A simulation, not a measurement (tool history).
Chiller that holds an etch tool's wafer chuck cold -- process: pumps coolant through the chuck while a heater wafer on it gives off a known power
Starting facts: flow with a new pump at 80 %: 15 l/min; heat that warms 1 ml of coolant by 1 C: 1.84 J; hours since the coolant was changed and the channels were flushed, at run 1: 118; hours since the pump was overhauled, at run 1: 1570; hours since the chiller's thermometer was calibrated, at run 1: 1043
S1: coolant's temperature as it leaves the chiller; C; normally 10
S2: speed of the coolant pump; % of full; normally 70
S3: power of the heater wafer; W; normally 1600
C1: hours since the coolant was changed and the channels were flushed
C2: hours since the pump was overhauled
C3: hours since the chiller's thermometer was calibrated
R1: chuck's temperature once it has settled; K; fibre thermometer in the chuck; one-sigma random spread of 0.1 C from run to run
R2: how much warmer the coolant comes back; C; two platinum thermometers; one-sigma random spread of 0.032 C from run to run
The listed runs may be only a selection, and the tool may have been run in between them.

run,hour,S1,S2,S3,C1,C2,C3,R1,R2
1,0,10,70,1600,118,1570,1043,301.35,4.01
2,87,10,70,1600,205,1657,1130,301.35,3.99
3,135.1,10,70,1600,253,1705,1178,301.25,4
4,173,10,70,1600,291,1743,1216,301.45,4.03
5,263,10,70,1440,381,1833,1306,299.55,3.69
6,328.2,10,70,1440,447,1898,1372,299.65,3.63
7,408,10,70,1440,526,1978,1451,299.35,3.56
8,460.3,10,70,1440,579,2030,1504,299.65,3.59
9,518.2,10,70,1600,637,2088,1561,301.35,3.99
10,584.9,10,70,1600,703,2155,1628,301.15,3.99
11,624.6,10,70,1600,743,2195,1668,301.35,4.03
12,701.8,10,70,1600,820,2272,1745,301.35,3.96
13,774.8,10,70,1600,893,2345,1818,301.35,4.04
14,849.3,10,70,1396,968,2419,1893,299.05,3.48
15,892.9,10,70,1396,1011,2463,1936,299.05,3.51
16,960.7,10,67,1396,1079,2531,2004,299.65,3.64
17,1005.6,13,67,1044,1124,2576,2049,298.55,2.67
18,1063.4,13,73,1044,1182,2634,2107,297.55,2.53
19,1137.8,14,86,832,1256,2708,2181,295.15,1.68
20,1190.1,8,89,2124,1308,2760,2233,301.05,4.17
21,1250.7,8,89,2124,1369,2821,2294,301.05,4.12
22,1333.4,8,89,2124,1452,2904,2377,300.75,4.15
23,1397.6,3,80,1706,1516,2968,2441,293.45,3.77
24,1437.6,0,71,2111,1556,3008,2481,296.95,5.17
25,1515,0,71,2111,1633,3085,2558,297.05,5.2
26,1601.1,5,82,1573,1719,3171,2644,293.75,3.42
27,1692.6,11,70,1600,1811,3263,2736,302.35,4.05
28,1771.7,10,73,837,1890,3342,2815,292.25,1.99
29,1835.5,10,73,837,1954,3406,2879,292.45,1.99
30,1876.2,17,73,1750,1994,3446,2919,309.25,4.19
31,1922.1,14,67,1600,2040,3492,2965,306.15,4.2
32,2008.4,10,60,1686,2127,3579,3052,304.85,4.93

Forecast each of these 4 alternatives for the next run:
A,2064.1,7,66,1177,2182,3634,3107,?,?
B,2064.1,8,93,1600,2182,3634,3107,?,?
C,2064.1,10,60,1589,2182,3634,3107,?,?
D,2064.1,10,70,849,2182,3634,3107,?,?

run,R1,R2
A,294.25,3.11
B,295.55,2.94
C,303.55,4.7
D,292.95,2.11
Without the tool's unlogged condition, the same runs would have read:
run,R1,R2
A,294.25,3.11
B,295.55,2.94
C,303.45,4.69
D,292.95,2.1
